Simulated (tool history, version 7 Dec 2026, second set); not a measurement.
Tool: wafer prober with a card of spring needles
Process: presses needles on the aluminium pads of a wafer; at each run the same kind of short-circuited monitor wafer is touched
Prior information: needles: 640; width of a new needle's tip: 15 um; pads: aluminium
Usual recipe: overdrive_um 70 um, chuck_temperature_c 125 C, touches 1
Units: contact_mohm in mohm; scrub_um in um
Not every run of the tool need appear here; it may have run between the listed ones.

run 1 hour=0.0 | overdrive_um=70 chuck_temperature_c=125 touches=1 | contact_mohm=199 scrub_um=19.20
run 2 hour=15.1 | overdrive_um=70 chuck_temperature_c=125 touches=1 | contact_mohm=198 scrub_um=19.20
run 3 hour=28.5 | overdrive_um=70 chuck_temperature_c=125 touches=1 | contact_mohm=195 scrub_um=19.31
run 4 hour=54.3 | overdrive_um=68 chuck_temperature_c=125 touches=1 | contact_mohm=197 scrub_um=18.85
run 5 hour=77.3 | overdrive_um=68 chuck_temperature_c=125 touches=1 | contact_mohm=199 scrub_um=18.77
run 6 hour=103.3 | overdrive_um=59 chuck_temperature_c=125 touches=1 | contact_mohm=196 scrub_um=16.19
run 7 hour=125.4 | overdrive_um=73 chuck_temperature_c=125 touches=1 | contact_mohm=196 scrub_um=20.08
run 8 hour=140.2 | overdrive_um=70 chuck_temperature_c=125 touches=1 | contact_mohm=197 scrub_um=19.31
run 9 hour=163.5 | overdrive_um=70 chuck_temperature_c=125 touches=3 | contact_mohm=198 scrub_um=19.31
run 10 hour=181.9 | overdrive_um=86 chuck_temperature_c=125 touches=1 | contact_mohm=192 scrub_um=23.68
run 11 hour=201.4 | overdrive_um=70 chuck_temperature_c=125 touches=1 | contact_mohm=196 scrub_um=19.29
run 12 hour=222.4 | overdrive_um=70 chuck_temperature_c=125 touches=1 | contact_mohm=194 scrub_um=19.28
run 13 hour=238.7 | overdrive_um=70 chuck_temperature_c=125 touches=1 | contact_mohm=195 scrub_um=19.31
run 14 hour=258.1 | overdrive_um=70 chuck_temperature_c=125 touches=1 | contact_mohm=198 scrub_um=19.37
run 15 hour=274.4 | overdrive_um=60 chuck_temperature_c=125 touches=1 | contact_mohm=199 scrub_um=16.47
run 16 hour=289.6 | overdrive_um=60 chuck_temperature_c=125 touches=1 | contact_mohm=198 scrub_um=16.49
run 17 hour=313.4 | overdrive_um=58 chuck_temperature_c=125 touches=1 | contact_mohm=202 scrub_um=16.05
run 18 hour=338.8 | overdrive_um=63 chuck_temperature_c=125 touches=1 | contact_mohm=200 scrub_um=17.31
run 19 hour=358.4 | overdrive_um=84 chuck_temperature_c=26 touches=1 | contact_mohm=173 scrub_um=23.21
run 20 hour=373.1 | overdrive_um=52 chuck_temperature_c=125 touches=2 | contact_mohm=205 scrub_um=14.27
run 21 hour=396.2 | overdrive_um=62 chuck_temperature_c=35 touches=1 | contact_mohm=178 scrub_um=17.06
run 22 hour=421.8 | overdrive_um=65 chuck_temperature_c=35 touches=2 | contact_mohm=177 scrub_um=17.87
run 23 hour=432.7 | overdrive_um=70 chuck_temperature_c=59 touches=2 | contact_mohm=182 scrub_um=19.35
run 24 hour=459.5 | overdrive_um=60 chuck_temperature_c=59 touches=1 | contact_mohm=184 scrub_um=16.59
run 25 hour=475.6 | overdrive_um=70 chuck_temperature_c=82 touches=1 | contact_mohm=186 scrub_um=19.37
run 26 hour=501.6 | overdrive_um=70 chuck_temperature_c=26 touches=1 | contact_mohm=176 scrub_um=19.31
run 27 hour=515.3 | overdrive_um=70 chuck_temperature_c=26 touches=1 | contact_mohm=174 scrub_um=19.28
run 28 hour=533.6 | overdrive_um=70 chuck_temperature_c=26 touches=1 | contact_mohm=175 scrub_um=19.30
run 29 hour=545.2 | overdrive_um=85 chuck_temperature_c=28 touches=2 | contact_mohm=171 scrub_um=23.40
run 30 hour=560.4 | overdrive_um=79 chuck_temperature_c=125 touches=1 | contact_mohm=189 scrub_um=21.83
run 31 hour=579.1 | overdrive_um=79 chuck_temperature_c=125 touches=1 | contact_mohm=197 scrub_um=21.79
run 32 hour=599.7 | overdrive_um=83 chuck_temperature_c=125 touches=1 | contact_mohm=191 scrub_um=22.90

Missing from the log above: 31 entries noted between runs. For each, name the pair of listed runs it sits between and say how the tool's hidden condition differs from the listed run just before to the listed run just after:
From run 2 to run 3: tips cleaned on abrasive film (hour 16.9)
  debris on the tips, nm: 0.4 -> 0.3
From run 3 to run 4: tips cleaned on abrasive film (hour 37.2)
  debris on the tips, nm: 0.3 -> 0.4
From run 4 to run 5: tips cleaned on abrasive film (hour 56.5); tips cleaned on abrasive film (hour 76.7)
  debris on the tips, nm: 0.4 -> 0
From run 5 to run 6: tips cleaned on abrasive film (hour 96.4)
  debris on the tips, nm: 0 -> 0.2
From run 6 to run 7: tips cleaned on abrasive film (hour 115.6)
  debris on the tips, nm: 0.2 -> 0.3
From run 7 to run 8: tips cleaned on abrasive film (hour 135.6)
  debris on the tips, nm: 0.3 -> 0.1
From run 8 to run 9: tips cleaned on abrasive film (hour 155.9)
  debris on the tips, nm: 0.1 -> 0.2
From run 9 to run 10: tips cleaned on abrasive film (hour 175.3)
  nothing in the hidden state changes from one run to the other
From run 10 to run 11: tips cleaned on abrasive film (hour 194.5)
  way that the needles fall short of the set height, um: 0.01 -> 0.02
From run 11 to run 12: tips cleaned on abrasive film (hour 214.9)
  nothing in the hidden state changes from one run to the other
From run 12 to run 13: tips cleaned on abrasive film (hour 234.5)
  debris on the tips, nm: 0.2 -> 0.1
From run 13 to run 14: tips cleaned on abrasive film (hour 254.3)
  nothing in the hidden state changes from one run to the other
From run 14 to run 15: tips cleaned on abrasive film (hour 274.4)
  debris on the tips, nm: 0.1 -> 0
From run 16 to run 17: tips cleaned on abrasive film (hour 295.3); height of the first contact set anew (hour 300.1)
  debris on the tips, nm: 0.3 -> 0.4; way that the needles fall short of the set height, um: 0.02 -> 0
From run 17 to run 18: tips cleaned on abrasive film (hour 314.8); tips cleaned on abrasive film (hour 334.9)
  debris on the tips, nm: 0.4 -> 0.1; tips' diameter, um: 15.01 -> 15.02
From run 18 to run 19: tips cleaned on abrasive film (hour 354.7)
  nothing in the hidden state changes from one run to the other
From run 20 to run 21: tips cleaned on abrasive film (hour 374.5); tips cleaned on abrasive film (hour 395.0)
  debris on the tips, nm: 0.4 -> 0.1; way that the needles fall short of the set height, um: 0 -> 0.01
From run 21 to run 22: tips cleaned on abrasive film (hour 416.0)
  debris on the tips, nm: 0.1 -> 0.2
From run 23 to run 24: tips cleaned on abrasive film (hour 435.5); tips cleaned on abrasive film (hour 455.8)
  debris on the tips, nm: 0.4 -> 0.1
From run 24 to run 25: tips cleaned on abrasive film (hour 475.6)
  debris on the tips, nm: 0.1 -> 0
From run 25 to run 26: tips cleaned on abrasive film (hour 495.6)
  debris on the tips, nm: 0 -> 0.2
From run 26 to run 27: tips cleaned on abrasive film (hour 515.0)
  debris on the tips, nm: 0.2 -> 0
From run 28 to run 29: tips cleaned on abrasive film (hour 535.5)
  debris on the tips, nm: 0.4 -> 0.2
From run 29 to run 30: tips cleaned on abrasive film (hour 555.1)
  nothing in the hidden state changes from one run to the other
From run 30 to run 31: tips cleaned on abrasive film (hour 574.4)
  debris on the tips, nm: 0.2 -> 0.1
From run 31 to run 32: tips cleaned on abrasive film (hour 594.8)
  nothing in the hidden state changes from one run to the other
